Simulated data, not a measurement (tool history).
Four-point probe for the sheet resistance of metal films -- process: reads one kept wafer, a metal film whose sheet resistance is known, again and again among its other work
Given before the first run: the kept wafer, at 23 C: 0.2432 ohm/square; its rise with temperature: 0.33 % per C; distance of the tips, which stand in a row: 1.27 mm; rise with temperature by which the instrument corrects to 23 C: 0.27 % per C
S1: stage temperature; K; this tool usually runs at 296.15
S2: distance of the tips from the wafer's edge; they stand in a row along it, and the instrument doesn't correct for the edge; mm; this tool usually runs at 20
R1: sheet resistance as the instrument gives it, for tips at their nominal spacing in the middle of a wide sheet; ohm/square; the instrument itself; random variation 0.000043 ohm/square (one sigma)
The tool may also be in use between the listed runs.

run   hour      S1  S2        R1
  1      0  296.15  20  0.243135
  2   31.2  298.15  20  0.243294
  3   83.2  298.15  20  0.243394
  4  115.5  296.15  15  0.243453
  5  169.7  303.15  15  0.244412
  6  204.8  303.15  15  0.244444
  7  243.2  303.15  20  0.244049
  8  288.8  303.15  20  0.244028
  9  319.9  303.15   3  0.264743
 10    348  298.15   7  0.247153
 11  393.8  293.15  43  0.242399
 12  427.6  295.15  23  0.242913
 13  481.9  295.15  23  0.243007
 14  518.1  292.15  23  0.242541
 15  561.3  292.15  29  0.242369

Measured minus without-hidden-state, run by run (identical run-to-run variation in each term; gauge scatter may differ):
The tool's hidden condition here consists of: inner tips' distance over the nominal, %; tips' flats over new ones', %; wafer's true temperature over the reading, C; drift of the gauge itself on sheet_ohm, %.
run         R1
  1  -0.000617
  2  -0.000615
  3  -0.000609
  4  -0.000605
  5  -0.000602
  6  -0.000598
  7  -0.000593
  8  -0.000589
  9  -0.000632
 10  -0.000592
 11  -0.000578
 12  -0.000576
 13  -0.000571
 14  -0.000567
 15  -0.000563
